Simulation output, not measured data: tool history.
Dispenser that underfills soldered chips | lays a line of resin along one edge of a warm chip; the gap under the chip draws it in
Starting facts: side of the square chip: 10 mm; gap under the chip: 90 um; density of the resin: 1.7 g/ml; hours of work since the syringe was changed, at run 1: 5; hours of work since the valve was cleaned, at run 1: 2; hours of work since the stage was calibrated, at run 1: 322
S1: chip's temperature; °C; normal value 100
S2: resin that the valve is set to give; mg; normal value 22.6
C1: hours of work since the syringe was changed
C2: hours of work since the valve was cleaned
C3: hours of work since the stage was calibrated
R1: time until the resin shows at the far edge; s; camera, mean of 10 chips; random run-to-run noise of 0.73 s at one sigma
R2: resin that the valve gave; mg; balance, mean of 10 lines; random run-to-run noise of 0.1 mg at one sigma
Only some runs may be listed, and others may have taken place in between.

run   hour   S1    S2  C1   C2   C3     R1     R2
  1      0  100  22.6   5    2  322   88.1  22.36
  2    6.2  100  25.6  10    7  327  120.8  25.18
       9.5  -- new syringe of resin
  3     17  100  25.6   5   15  335   91.5  25.16
      25.9  -- new syringe of resin
  4   26.8  107  22.6   1   22  342   52.1  22.14
  5   33.8  100  20.8   6   27  347   93.9  20.56
  6   41.5  102  20.8  11   32  352    129  20.42
      42.4  -- new syringe of resin
  7   50.1  102  20.8   6   38  358   87.6  20.11
      58.9  -- new syringe of resin
  8     62  100  22.6   2   47  367   72.1  21.88
  9     68  100  22.6   7   51  371   97.9  21.91
 10   74.6  100  22.6  11   56  376  138.5  21.89
      75.8  -- new syringe of resin
 11   85.1  100  22.6   7   64  383  100.4  21.47
      92.5  -- new syringe of resin
 12   93.1  100  22.6   0   69  389   62.8  21.53
 13  101.5  100  22.6   7   75  395   98.6  21.29
       109  -- new syringe of resin
 14  110.1  100  22.6   1   81  401   64.4  21.52
 15  115.6  100  22.6   5   85  405   86.4  21.09
 16    124  100  22.6  11   92  412  130.4  21.16
     125.3  -- new syringe of resin
 17    131  100  22.6   4   97  416   84.9  21.28
 18  139.5  100  27.9  10  103  423  125.1   25.8
     142.1  -- new syringe of resin
 19  145.7  100  27.9   3  107  427   72.4  25.67
 20  152.2  100  27.9   7  112  432  100.2  25.82
     158.5  -- new syringe of resin
 21  164.2  100  27.9   4  120  440   79.5  25.73
     174.9  -- new syringe of resin
 22    176   98  20.9   1  129  449   71.9  19.02
 23  187.1  114  26.2   9  137  457     66  23.86
     191.3  -- new syringe of resin
 24  192.6   96  23.3   1  141  461   77.3  21.15
 25  197.4   96  23.3   4  144  464     98   20.9
 26  202.2  109  22.6   8  148  468   78.1  20.52
     206.7  -- dispensing valve cleaned and set on the balance
     208.7  -- new syringe of resin
 27  212.7   89  29.1   3    4  474  112.2  29.09
 28  223.8   87    23  11   12  483    212  22.94
     225.4  -- new syringe of resin
 29  232.4   90    23   5   18  489  125.1  22.85
 30  237.7   96  25.4   9   22  492  127.3  25.24
     241.8  -- new syringe of resin
 31  248.1   96  25.4   5   30  500   98.2  24.94
     258.1  -- new syringe of resin
 32  258.1  100  19.8   0   37  507   62.2  19.31
 33  265.4  110    26   5   42  512   57.6  25.51
 34  272.7  114  22.6  11   47  518   72.9  21.93
     274.6  -- new syringe of resin
 35  282.2  104  24.6   6   54  524   73.3  23.81

Results for each run, recomputed without the tool's hidden state and with each run's random variation untouched:
The hidden state here: resin's viscosity, % of fresh resin's; dose that the valve gives, % of what is set; true chip temperature over the reading, C; drift of the gauge itself on fill_s, %; drift of the gauge itself on given_mg, %.
run     R1     R2
  1   65.5  22.45
  2     66  25.36
  3   67.2  25.46
  4   52.5  22.51
  5   66.9  20.97
  6   62.7   20.9
  7   63.8  20.67
  8   66.2  22.61
  9   66.7   22.7
 10   68.2  22.75
 11   67.3  22.43
 12   65.9  22.59
 13     68  22.44
 14   66.6  22.77
 15     68  22.39
 16   67.7  22.55
 17   67.8  22.76
 18   65.9  27.73
 19   65.9  27.69
 20     66  27.94
 21   66.2  28.03
 22   72.4  20.85
 23   38.8  26.31
 24   77.5   23.4
 25   77.2  23.18
 26   47.9  22.82
 27  103.2   29.1
 28  112.5  23.06
 29   99.7  23.06
 30   77.6  25.53
 31   78.8  25.34
 32   69.3  19.72
 33   44.6  26.15
 34     39  22.57
 35   56.5  24.61
